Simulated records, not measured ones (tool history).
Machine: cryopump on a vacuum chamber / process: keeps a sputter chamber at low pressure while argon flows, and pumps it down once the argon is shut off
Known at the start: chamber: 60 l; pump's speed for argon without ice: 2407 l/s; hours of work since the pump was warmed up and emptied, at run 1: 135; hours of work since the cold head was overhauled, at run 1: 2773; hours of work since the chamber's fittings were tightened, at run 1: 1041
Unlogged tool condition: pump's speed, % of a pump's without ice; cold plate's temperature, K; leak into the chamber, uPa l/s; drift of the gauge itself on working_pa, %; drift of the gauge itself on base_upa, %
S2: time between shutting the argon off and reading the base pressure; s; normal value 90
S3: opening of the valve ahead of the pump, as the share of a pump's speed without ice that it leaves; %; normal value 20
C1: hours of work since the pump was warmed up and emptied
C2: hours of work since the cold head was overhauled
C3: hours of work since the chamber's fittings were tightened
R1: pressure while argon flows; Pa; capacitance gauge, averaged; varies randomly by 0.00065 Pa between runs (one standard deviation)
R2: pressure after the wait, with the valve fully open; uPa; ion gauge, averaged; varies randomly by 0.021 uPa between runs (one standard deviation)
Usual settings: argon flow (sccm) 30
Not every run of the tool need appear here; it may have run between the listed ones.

Run 1, hour 0: usual settings; C1 135; C2 2773; C3 1041. Result: R1 0.1092 Pa, R2 0.74 uPa.
Run 2, hour 101.7: usual settings; C1 206; C2 2844; C3 1112. Result: R1 0.1114 Pa, R2 0.83 uPa.
Run 3, hour 194.7: usual settings; C1 272; C2 2910; C3 1178. Result: R1 0.1138 Pa, R2 0.94 uPa.
At hour 297.4: pump warmed up, emptied and cooled again.
Run 4, hour 297.4: usual settings; C1 0; C2 2978; C3 1247. Result: R1 0.1063 Pa, R2 0.8 uPa.
Run 5, hour 396.3: usual settings; C1 70; C2 3048; C3 1316. Result: R1 0.1082 Pa, R2 0.83 uPa.
Run 6, hour 500.2: usual settings; C1 143; C2 3121; C3 1389. Result: R1 0.1099 Pa, R2 0.91 uPa.
Run 7, hour 549.8: usual settings; C1 178; C2 3156; C3 1424. Result: R1 0.1114 Pa, R2 0.86 uPa.
Run 8, hour 653.2: usual settings; C1 250; C2 3229; C3 1497. Result: R1 0.113 Pa, R2 0.99 uPa.
Run 9, hour 726.7: usual settings; C1 302; C2 3281; C3 1549. Result: R1 0.1167 Pa, R2 1.05 uPa.
At hour 784.8: pump warmed up, emptied and cooled again.
Run 10, hour 784.8: usual settings; C1 0; C2 3318; C3 1586. Result: R1 0.1059 Pa, R2 0.84 uPa.
Run 11, hour 888.7: usual settings but S2 109 s; C1 73; C2 3391; C3 1659. Result: R1 0.1078 Pa, R2 0.84 uPa.
Run 12, hour 939.5: usual settings; C1 109; C2 3427; C3 1695. Result: R1 0.1092 Pa, R2 0.9 uPa.
Run 13, hour 1008: usual settings; C1 157; C2 3475; C3 1743. Result: R1 0.1111 Pa, R2 0.94 uPa.
Run 14, hour 1086.1: usual settings; C1 212; C2 3530; C3 1798. Result: R1 0.1122 Pa, R2 1.06 uPa.
Run 15, hour 1175.6: usual settings but S3 35 %; C1 275; C2 3593; C3 1861. Result: R1 0.0694 Pa, R2 1.15 uPa.
Run 16, hour 1223.9: usual settings but S3 35 %; C1 309; C2 3627; C3 1895. Result: R1 0.0712 Pa, R2 1.22 uPa.
At hour 1275.6: pump warmed up, emptied and cooled again.
Run 17, hour 1303.7: usual settings but S3 35 %; C1 20; C2 3680; C3 1948. Result: R1 0.0616 Pa, R2 0.96 uPa.
Run 18, hour 1360: usual settings but argon flow (sccm) 20, S3 39 %; C1 59; C2 3719; C3 1987. Result: R1 0.0394 Pa, R2 0.96 uPa.
Run 19, hour 1420.1: usual settings but argon flow (sccm) 20, S3 39 %; C1 102; C2 3761; C3 2030. Result: R1 0.0382 Pa, R2 1.04 uPa.
Run 20, hour 1467.1: usual settings but argon flow (sccm) 40, S2 220 s, S3 35 %; C1 135; C2 3795; C3 2063. Result: R1 0.0858 Pa, R2 0.85 uPa.
Run 21, hour 1558.6: usual settings but argon flow (sccm) 18, S2 93 s, S3 47 %; C1 199; C2 3859; C3 2127. Result: R1 0.0305 Pa, R2 1.17 uPa.
Run 22, hour 1642.5: usual settings but argon flow (sccm) 15, S2 78 s, S3 40 %; C1 258; C2 3918; C3 2186. Result: R1 0.0303 Pa, R2 1.21 uPa.
Run 23, hour 1693.2: usual settings but S3 18 %; C1 294; C2 3954; C3 2222. Result: R1 0.1255 Pa, R2 1.25 uPa.
At hour 1763.6: pump warmed up, emptied and cooled again.
Run 24, hour 1764.9: usual settings but S2 54 s, S3 23 %; C1 1; C2 4001; C3 2269. Result: R1 0.0923 Pa, R2 1.27 uPa.
Run 25, hour 1848.4: usual settings but argon flow (sccm) 21, S2 120 s; C1 60; C2 4059; C3 2328. Result: R1 0.0765 Pa, R2 0.99 uPa.
Run 26, hour 1905.5: usual settings but argon flow (sccm) 21, S2 120 s; C1 100; C2 4100; C3 2368. Result: R1 0.076 Pa, R2 1.04 uPa.
Run 27, hour 1996.2: usual settings but argon flow (sccm) 21, S2 120 s; C1 164; C2 4163; C3 2432. Result: R1 0.0775 Pa, R2 1.1 uPa.
Run 28, hour 2057.4: usual settings but argon flow (sccm) 25, S3 48 %; C1 207; C2 4206; C3 2475. Result: R1 0.0424 Pa, R2 1.27 uPa.
Run 29, hour 2154.8: usual settings but argon flow (sccm) 25, S3 48 %; C1 275; C2 4275; C3 2543. Result: R1 0.0431 Pa, R2 1.39 uPa.
Run 30, hour 2235.6: usual settings but argon flow (sccm) 25, S2 84 s, S3 30 %; C1 332; C2 4332; C3 2600. Result: R1 0.0677 Pa, R2 1.49 uPa.
At hour 2256.2: pump warmed up, emptied and cooled again.
Run 31, hour 2345.2: usual settings but S2 21 s; C1 63; C2 4406; C3 2674. Result: R1 0.1078 Pa, R2 2.36 uPa.
Run 32, hour 2397.9: usual settings but S2 21 s; C1 100; C2 4443; C3 2711. Result: R1 0.1093 Pa, R2 2.36 uPa.
Run 33, hour 2470.9: usual settings; C1 151; C2 4494; C3 2762. Result: R1 0.1111 Pa, R2 1.27 uPa.

Predict each of these 5 candidate next runs independently; none follows another, all start after run 33:
Run A, hour 2568.3: usual settings but argon flow (sccm) 15, S2 47 s; C1 220; C2 4563; C3 2831. Result: R1 ?, R2 ?.
Run B, hour 2568.3: usual settings but S2 63 s; C1 220; C2 4563; C3 2831. Result: R1 ?, R2 ?.
Run C, hour 2568.3: usual settings but argon flow (sccm) 22, S3 16 %; C1 220; C2 4563; C3 2831. Result: R1 ?, R2 ?.
Run D, hour 2568.3: usual settings but argon flow (sccm) 49, S2 98 s, S3 22 %; C1 220; C2 4563; C3 2831. Result: R1 ?, R2 ?.
Run E, hour 2568.3: usual settings but argon flow (sccm) 16, S2 26 s; C1 220; C2 4563; C3 2831. Result: R1 ?, R2 ?.

run      R1    R2
  A  0.0563  1.69
  B  0.1132  1.52
  C  0.1012  1.39
  D  0.1693  1.36
  E  0.0599  2.17
With no hidden state in the tool, these same runs would have given:
run      R1    R2
  A  0.0526  0.78
  B  0.1057  0.58
  C  0.0958  0.45
  D  0.1572  0.41
  E  0.0559  1.26
